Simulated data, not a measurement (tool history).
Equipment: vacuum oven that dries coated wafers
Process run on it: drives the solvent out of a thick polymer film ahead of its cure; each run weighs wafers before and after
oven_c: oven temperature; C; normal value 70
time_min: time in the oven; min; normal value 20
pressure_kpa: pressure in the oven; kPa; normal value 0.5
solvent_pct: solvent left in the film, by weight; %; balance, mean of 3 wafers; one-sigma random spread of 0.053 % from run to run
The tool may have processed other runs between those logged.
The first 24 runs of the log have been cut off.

run     day  oven_c  time_min  pressure_kpa  solvent_pct
 25  38.262      77        22         0.706            1
 26  39.608      77        22         0.706         0.96
 27  41.033      58        22         0.706         6.08
 28  42.133      58        22         0.706         6.11
 29  44.062      65        13         1.007         6.36
 30  45.292      83        20         1.584         1.19
 31  47.467      75        14         1.584         2.68
 32  49.079      58        29          0.94         4.91
 33  50.175      70        15           0.5            3
 34  51.871      82        22           0.5         0.62
 35  52.825      82        22           0.5         0.63
 36  54.104      62        20         0.902          5.1
 37  56.254      62        20         0.902          5.1
 38  58.288      65        22           0.5         2.94
 39  59.804      65        22           0.5         3.06
 40  61.204      65        22           0.5         3.03
 41  62.129      81        17         0.959            1
 42  63.158      70        20         0.262          1.8
 43  64.829      71        20         0.262         1.61
 44  66.421      70        35         0.422         1.01
 45  67.746      70        30          1.95         2.45
 46  68.908      82        13         1.551         1.46

Here are 3 independent what-if runs from the current tool condition. What would each one return?
  A  69.892      63        14         0.435            ?
  B  69.892      77        20         1.465            ?
  C  69.892      77        14           0.5            ?

run  solvent_pct
  A         5.85
  B         1.51
  C         1.58
Without the tool's hidden state the same runs would have given:
run  solvent_pct
  A         5.77
  B         1.21
  C         1.37
